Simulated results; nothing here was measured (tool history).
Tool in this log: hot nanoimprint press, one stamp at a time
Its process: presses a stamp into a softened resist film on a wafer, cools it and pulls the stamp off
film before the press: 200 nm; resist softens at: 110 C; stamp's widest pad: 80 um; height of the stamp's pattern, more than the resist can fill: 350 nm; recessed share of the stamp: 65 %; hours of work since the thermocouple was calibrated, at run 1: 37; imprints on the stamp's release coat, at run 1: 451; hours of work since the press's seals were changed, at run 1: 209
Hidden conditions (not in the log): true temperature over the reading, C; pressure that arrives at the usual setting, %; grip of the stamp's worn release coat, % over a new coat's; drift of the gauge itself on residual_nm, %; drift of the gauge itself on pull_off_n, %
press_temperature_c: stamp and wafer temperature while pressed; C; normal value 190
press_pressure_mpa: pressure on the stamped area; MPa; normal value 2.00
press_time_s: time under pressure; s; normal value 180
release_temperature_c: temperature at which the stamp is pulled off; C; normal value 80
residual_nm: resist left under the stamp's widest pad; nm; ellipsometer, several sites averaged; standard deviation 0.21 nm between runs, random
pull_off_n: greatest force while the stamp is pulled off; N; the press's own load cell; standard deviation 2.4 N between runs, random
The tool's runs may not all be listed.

| run | hour | press_temperature_c | press_pressure_mpa | press_time_s | release_temperature_c | hours of work since the thermocouple was calibrated | imprints on the stamp's release coat | hours of work since the press's seals were changed | residual_nm | pull_off_n |
|---|---|---|---|---|---|---|---|---|---|---|
| 1 | 0.0 | 190 | 2.00 | 180 | 80 | 37 | 451 | 209 | 84.8 | 148 |
| 2 | 11.7 | 190 | 2.00 | 180 | 80 | 44 | 485 | 216 | 85.0 | 151 |
| 3 | 25.9 | 190 | 2.00 | 180 | 80 | 52 | 527 | 224 | 85.1 | 152 |
| 4 | 41.5 | 190 | 2.06 | 180 | 80 | 60 | 572 | 233 | 84.4 | 149 |
| 5 | 50.1 | 190 | 2.00 | 180 | 80 | 65 | 598 | 237 | 85.1 | 148 |
| 6 | 60.0 | 190 | 2.00 | 180 | 80 | 71 | 627 | 243 | 85.3 | 150 |
| 7 | 75.7 | 190 | 1.24 | 180 | 80 | 80 | 673 | 252 | 103.9 | 147 |
| 8 | 90.8 | 190 | 1.24 | 180 | 80 | 88 | 717 | 260 | 104.2 | 148 |
| 9 | 106.3 | 190 | 1.24 | 180 | 80 | 97 | 763 | 269 | 104.1 | 146 |
| 10 | 122.8 | 190 | 2.00 | 180 | 80 | 106 | 811 | 279 | 86.1 | 151 |
| 11 | 133.1 | 190 | 2.00 | 180 | 80 | 112 | 841 | 284 | 85.9 | 147 |
| 12 | 140.7 | 190 | 2.00 | 180 | 80 | 117 | 863 | 289 | 86.4 | 144 |
| 13 | 155.6 | 191 | 2.00 | 257 | 80 | 125 | 907 | 297 | 72.1 | 148 |
|  | 162.5 | gauge calibrated |
| 14 | 171.3 | 191 | 2.00 | 216 | 80 | 134 | 953 | 306 | 76.4 | 146 |
| 15 | 186.8 | 196 | 2.00 | 180 | 80 | 143 | 998 | 315 | 72.6 | 149 |
| 16 | 200.0 | 189 | 2.19 | 180 | 68 | 150 | 1037 | 322 | 83.9 | 167 |
| 17 | 215.9 | 190 | 1.28 | 180 | 71 | 159 | 1084 | 331 | 102.4 | 167 |
| 18 | 231.7 | 190 | 1.28 | 180 | 71 | 168 | 1130 | 340 | 102.5 | 168 |
| 19 | 244.5 | 190 | 1.28 | 180 | 71 | 175 | 1168 | 347 | 102.8 | 161 |
| 20 | 256.6 | 190 | 2.05 | 180 | 80 | 182 | 1203 | 354 | 84.7 | 148 |
| 21 | 269.0 | 190 | 1.27 | 157 | 85 | 189 | 1239 | 361 | 108.4 | 141 |
| 22 | 285.4 | 190 | 2.00 | 131 | 73 | 198 | 1287 | 370 | 97.6 | 159 |
| 23 | 300.4 | 190 | 2.00 | 131 | 73 | 207 | 1331 | 379 | 97.5 | 160 |
|  | 307.5 | gauge calibrated |
| 24 | 309.0 | 191 | 2.00 | 131 | 75 | 212 | 1357 | 384 | 93.4 | 155 |

Consider 4 possible next runs. They are alternatives, not a sequence: every one starts from the tool as it was left by run 24. What does each give?
| A | 323.8 | 186 | 2.00 | 215 | 88 | 220 | 1400 | 392 | ? | ? |
| B | 323.8 | 191 | 2.00 | 338 | 75 | 220 | 1400 | 392 | ? | ? |
| C | 323.8 | 179 | 2.00 | 328 | 86 | 220 | 1400 | 392 | ? | ? |
| D | 323.8 | 191 | 2.09 | 131 | 69 | 220 | 1400 | 392 | ? | ? |

| run | residual_nm | pull_off_n |
|---|---|---|
| A | 88.8 | 137 |
| B | 63.1 | 159 |
| C | 92.4 | 139 |
| D | 92.0 | 165 |
Had the tool no hidden state, the same runs would have come out as:
| run | residual_nm | pull_off_n |
|---|---|---|
| A | 88.6 | 137 |
| B | 63.0 | 158 |
| C | 92.1 | 139 |
| D | 91.8 | 165 |
